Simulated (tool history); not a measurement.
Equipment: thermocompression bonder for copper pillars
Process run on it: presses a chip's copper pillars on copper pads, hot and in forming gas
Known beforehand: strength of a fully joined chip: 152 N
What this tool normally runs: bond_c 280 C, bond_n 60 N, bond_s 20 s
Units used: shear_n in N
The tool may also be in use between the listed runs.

run,hour,bond_c,bond_n,bond_s,shear_n
1,0,280,60,20,54.5
2,33.2,280,60,20,54.6
3,64.2,280,60,20,55.5
4,95.7,280,60,20,55.8
5,118.5,280,83,20,75.7
6,150.1,280,60,57,82.6
7,196.2,250,60,57,56.7
8,217.5,250,60,15,31.8
9,263.9,250,60,15,31.8
10,302.4,302,79,13,79.1
11,327.1,298,60,19,67.3
12,353.5,299,54,23,65.5
13,389.7,299,74,17,77.2
14,428.5,289,59,11,47.4
15,460,289,59,11,48.1
16,505.4,256,60,11,30.3
17,532.9,256,60,11,29.8
18,552.3,275,38,58,48.9

3 ways to go on from here, each from the tool as it stands after run 18. What would each give?
A,594.9,299,47,58,?
B,594.9,263,60,20,?
C,594.9,280,60,14,?

run,shear_n
A,80.1
B,43.4
C,48.5
Take away the tool's hidden state, keep each run's random variation, and the runs would have read:
run,shear_n
A,80.5
B,43.6
C,48.8

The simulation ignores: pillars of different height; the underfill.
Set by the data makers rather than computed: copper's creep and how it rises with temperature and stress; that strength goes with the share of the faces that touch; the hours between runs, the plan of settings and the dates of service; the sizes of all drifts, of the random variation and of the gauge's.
